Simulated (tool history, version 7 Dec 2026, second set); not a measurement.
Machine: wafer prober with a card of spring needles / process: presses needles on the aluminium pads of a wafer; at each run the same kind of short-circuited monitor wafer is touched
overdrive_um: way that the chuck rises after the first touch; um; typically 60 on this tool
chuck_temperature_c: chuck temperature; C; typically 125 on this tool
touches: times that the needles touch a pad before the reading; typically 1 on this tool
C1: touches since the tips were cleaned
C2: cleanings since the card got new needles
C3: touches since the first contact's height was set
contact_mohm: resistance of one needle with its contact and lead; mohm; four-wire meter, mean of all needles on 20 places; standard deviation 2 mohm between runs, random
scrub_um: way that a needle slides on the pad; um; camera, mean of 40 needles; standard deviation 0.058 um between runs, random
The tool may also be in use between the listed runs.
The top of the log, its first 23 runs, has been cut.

{"hour": 154.3, "done": "tips cleaned on abrasive film"}
{"run": 24, "hour": 156.2, "overdrive_um": 62, "chuck_temperature_c": 77, "touches": 2, "C1": 1035, "C2": 42, "C3": 18278, "contact_mohm": 219, "scrub_um": 17.29}
{"hour": 162.9, "done": "tips cleaned on abrasive film"}
{"run": 25, "hour": 163.9, "overdrive_um": 62, "chuck_temperature_c": 77, "touches": 2, "C1": 507, "C2": 43, "C3": 22249, "contact_mohm": 212, "scrub_um": 17.19}
{"run": 26, "hour": 170.4, "overdrive_um": 54, "chuck_temperature_c": 107, "touches": 3, "C1": 3941, "C2": 43, "C3": 25683, "contact_mohm": 232, "scrub_um": 14.92}
{"hour": 172.0, "done": "tips cleaned on abrasive film"}
{"run": 27, "hour": 178.3, "overdrive_um": 56, "chuck_temperature_c": 32, "touches": 2, "C1": 3294, "C2": 44, "C3": 29747, "contact_mohm": 227, "scrub_um": 15.44}
{"hour": 180.7, "done": "tips cleaned on abrasive film"}
{"run": 28, "hour": 186.0, "overdrive_um": 51, "chuck_temperature_c": 125, "touches": 1, "C1": 2814, "C2": 45, "C3": 33759, "contact_mohm": 267, "scrub_um": 14.08}
{"hour": 189.6, "done": "tips cleaned on abrasive film"}
{"run": 29, "hour": 192.6, "overdrive_um": 60, "chuck_temperature_c": 38, "touches": 1, "C1": 1573, "C2": 46, "C3": 37145, "contact_mohm": 232, "scrub_um": 16.55}
{"hour": 198.6, "done": "tips cleaned on abrasive film"}
{"run": 30, "hour": 199.9, "overdrive_um": 54, "chuck_temperature_c": 42, "touches": 1, "C1": 679, "C2": 47, "C3": 40945, "contact_mohm": 221, "scrub_um": 14.97}
{"hour": 207.4, "done": "tips cleaned on abrasive film"}
{"run": 31, "hour": 208.2, "overdrive_um": 60, "chuck_temperature_c": 124, "touches": 3, "C1": 420, "C2": 48, "C3": 45253, "contact_mohm": 216, "scrub_um": 16.51}
{"run": 32, "hour": 214.9, "overdrive_um": 80, "chuck_temperature_c": 125, "touches": 1, "C1": 3924, "C2": 48, "C3": 48757, "contact_mohm": 245, "scrub_um": 22.19}
{"hour": 216.2, "done": "tips cleaned on abrasive film"}
{"run": 33, "hour": 222.8, "overdrive_um": 56, "chuck_temperature_c": 70, "touches": 1, "C1": 3481, "C2": 49, "C3": 52877, "contact_mohm": 264, "scrub_um": 15.36}

4 options for the next run, each taken on its own from the tool as it stands now. Forecast them:
{"hour": 225.0, "done": "tips cleaned on abrasive film"}
{"run": "A", "hour": 227.9, "overdrive_um": 60, "chuck_temperature_c": 125, "touches": 1, "C1": 1514, "C2": 50, "C3": 55468, "contact_mohm": "?", "scrub_um": "?"}
{"hour": 225.0, "done": "tips cleaned on abrasive film"}
{"run": "B", "hour": 227.9, "overdrive_um": 60, "chuck_temperature_c": 125, "touches": 2, "C1": 1514, "C2": 50, "C3": 55468, "contact_mohm": "?", "scrub_um": "?"}
{"hour": 225.0, "done": "tips cleaned on abrasive film"}
{"run": "C", "hour": 227.9, "overdrive_um": 56, "chuck_temperature_c": 48, "touches": 1, "C1": 1514, "C2": 50, "C3": 55468, "contact_mohm": "?", "scrub_um": "?"}
{"hour": 225.0, "done": "tips cleaned on abrasive film"}
{"run": "D", "hour": 227.9, "overdrive_um": 51, "chuck_temperature_c": 110, "touches": 1, "C1": 1514, "C2": 50, "C3": 55468, "contact_mohm": "?", "scrub_um": "?"}

run=A contact_mohm=244 scrub_um=16.49
run=B contact_mohm=235 scrub_um=16.54
run=C contact_mohm=238 scrub_um=15.43
run=D contact_mohm=251 scrub_um=14.02
Without the tool's hidden state the same runs would have given:
run=A contact_mohm=210 scrub_um=16.80
run=B contact_mohm=214 scrub_um=16.85
run=C contact_mohm=196 scrub_um=15.74
run=D contact_mohm=207 scrub_um=14.33
